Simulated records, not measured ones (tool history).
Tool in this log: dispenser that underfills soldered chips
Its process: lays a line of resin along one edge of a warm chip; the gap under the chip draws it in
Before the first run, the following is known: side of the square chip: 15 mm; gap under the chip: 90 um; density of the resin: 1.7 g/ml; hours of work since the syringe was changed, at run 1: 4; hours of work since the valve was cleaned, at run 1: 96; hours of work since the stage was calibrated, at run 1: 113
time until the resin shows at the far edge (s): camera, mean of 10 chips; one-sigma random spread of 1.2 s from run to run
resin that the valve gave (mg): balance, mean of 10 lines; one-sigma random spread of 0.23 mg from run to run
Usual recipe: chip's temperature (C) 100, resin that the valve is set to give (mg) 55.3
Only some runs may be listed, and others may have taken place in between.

run	hour	chip's temperature (C)	resin that the valve is set to give (mg)	hours of work since the syringe was changed	hours of work since the valve was cleaned	hours of work since the stage was calibrated	time until the resin shows at the far edge (s)	resin that the valve gave (mg)
1	0.0	100	55.3	4	96	113	138.8	51.30
2	2.7	100	55.3	6	98	115	148.9	51.46
# hour 4.3: new syringe of resin
3	7.5	111	55.3	2	101	118	80.9	51.61
4	10.9	111	55.3	5	104	120	87.8	50.99
# hour 14.0: new syringe of resin
5	15.4	111	55.3	1	107	123	78.5	51.14
# hour 18.2: dispensing valve cleaned and set on the balance
6	18.7	111	55.3	3	0	125	82.4	55.48
7	21.2	100	58.1	5	2	127	137.8	57.84
8	24.1	115	54.7	7	4	129	79.7	54.61
# hour 24.8: new syringe of resin
9	27.7	115	54.7	2	7	131	69.7	54.67
10	30.9	100	60.2	4	9	134	139.6	59.49
11	33.7	100	60.2	6	11	136	146.1	59.91
# hour 34.4: new syringe of resin
12	38.0	88	47.6	3	14	139	234.4	47.36

Predict each of these 4 candidate next runs independently; none follows another, all start after run 12:
A	40.8	94	66.1	5	16	141	?	?
B	40.8	91	56.6	5	16	141	?	?
C	40.8	94	50.1	5	16	141	?	?
D	40.8	100	59.6	5	16	141	?	?

run	time until the resin shows at the far edge (s)	resin that the valve gave (mg)
A	184.7	65.62
B	215.3	56.38
C	186.1	49.86
D	140.5	59.07
Stripped of hidden state, with their random variation kept, the same runs would have yielded:
run	time until the resin shows at the far edge (s)	resin that the valve gave (mg)
A	151.1	66.25
B	176.1	56.92
C	152.2	50.33
D	115.1	59.63
